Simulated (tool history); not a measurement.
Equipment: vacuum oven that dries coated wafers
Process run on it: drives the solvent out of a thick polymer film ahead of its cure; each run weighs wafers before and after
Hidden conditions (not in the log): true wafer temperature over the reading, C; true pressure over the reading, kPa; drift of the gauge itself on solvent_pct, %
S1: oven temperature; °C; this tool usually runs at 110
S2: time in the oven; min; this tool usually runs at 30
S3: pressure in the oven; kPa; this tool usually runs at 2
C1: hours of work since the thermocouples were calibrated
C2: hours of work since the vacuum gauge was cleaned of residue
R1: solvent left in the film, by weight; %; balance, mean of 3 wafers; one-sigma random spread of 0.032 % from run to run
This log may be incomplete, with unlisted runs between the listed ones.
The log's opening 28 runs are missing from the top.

run     day   S1  S2    S3   C1   C2    R1
 29  25.021  125  52  4.97  543   43  0.68
 30  25.596  125  52  4.97  551   51  0.67
 31  26.804  110  19     2  567   67  5.34
 32  27.592  110  19     2  578   78  5.26
 33   28.35  110  19     2  588   88  5.29
 34  29.354  122  38  1.68  602  102  0.56
 35  30.608  118  32     2  619  119  1.25
 36  31.892  118  32  4.02  636  137  1.64
 37  32.433  110  20     3  644  144  5.15
 38  33.067  110  18     2  652  153  5.68
 39  34.192  121  41  2.82  668  168  0.71
 40  34.983  103  30  1.79  678  179  4.21
 41  35.583  103  30  1.79  686  187  4.22
 42  36.742  104  15  4.84  702  203  9.14
 43  37.688  110  30  5.61  715  215  3.41
 44  38.379  110  17     2  724  225  6.15
 45  39.054  114  34  1.75  734  234  1.51

Here are 5 independent what-if runs from the current tool condition. What would each one return?
  A  39.888  117  30     2  745  245   ?
  B  39.888  110  30  1.49  745  245   ?
  C  39.888  114  36  4.34  745  245   ?
  D  39.888  114  50  1.75  745  245   ?
  E  39.888  109  22  2.45  745  245   ?

run    R1
  A  1.66
  B  2.67
  C  1.89
  D  0.59
  E  4.81
Without the tool's hidden state the same runs would have given:
run    R1
  A  1.48
  B   2.4
  C   1.7
  D   0.5
  E  4.45
